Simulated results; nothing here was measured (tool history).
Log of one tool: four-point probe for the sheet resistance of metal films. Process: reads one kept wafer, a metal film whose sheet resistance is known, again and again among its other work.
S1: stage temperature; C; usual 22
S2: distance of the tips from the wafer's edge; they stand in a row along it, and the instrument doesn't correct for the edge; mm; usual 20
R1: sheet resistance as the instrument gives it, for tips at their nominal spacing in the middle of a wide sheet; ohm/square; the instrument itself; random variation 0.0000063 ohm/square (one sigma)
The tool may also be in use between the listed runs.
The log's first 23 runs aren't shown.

run,day,S1,S2,R1
24,14.988,19,41,0.031251
25,15.575,23,13,0.031256
26,16.283,33,6,0.031444
27,16.962,26,4,0.032124
28,17.742,21,47,0.031191
29,18.388,21,47,0.031197
30,18.917,21,47,0.03119
31,19.488,22,20,0.031216
32,20.183,33,16,0.031047
33,20.667,24,7,0.031472
34,21.538,19,68,0.031206
35,22.25,19,68,0.03123
36,22.983,19,68,0.031205
37,23.562,23,45,0.031145
38,24.162,22,28,0.031165
39,24.775,34,6,0.031404
40,25.75,28,9,0.03126
41,26.712,28,9,0.031247
42,27.358,19,10,0.031364
43,28.321,24,61,0.031115
44,29.129,21,13,0.031261

Forecast each of these 5 alternatives for the next run:
A,29.579,22,43,?
B,29.579,33,35,?
C,29.579,29,6,?
D,29.579,22,72,?
E,29.579,22,25,?

run,R1
A,0.031144
B,0.030959
C,0.031477
D,0.031135
E,0.031165
Without the tool's hidden state the same runs would have given:
run,R1
A,0.031327
B,0.03114
C,0.031661
D,0.031317
E,0.031348
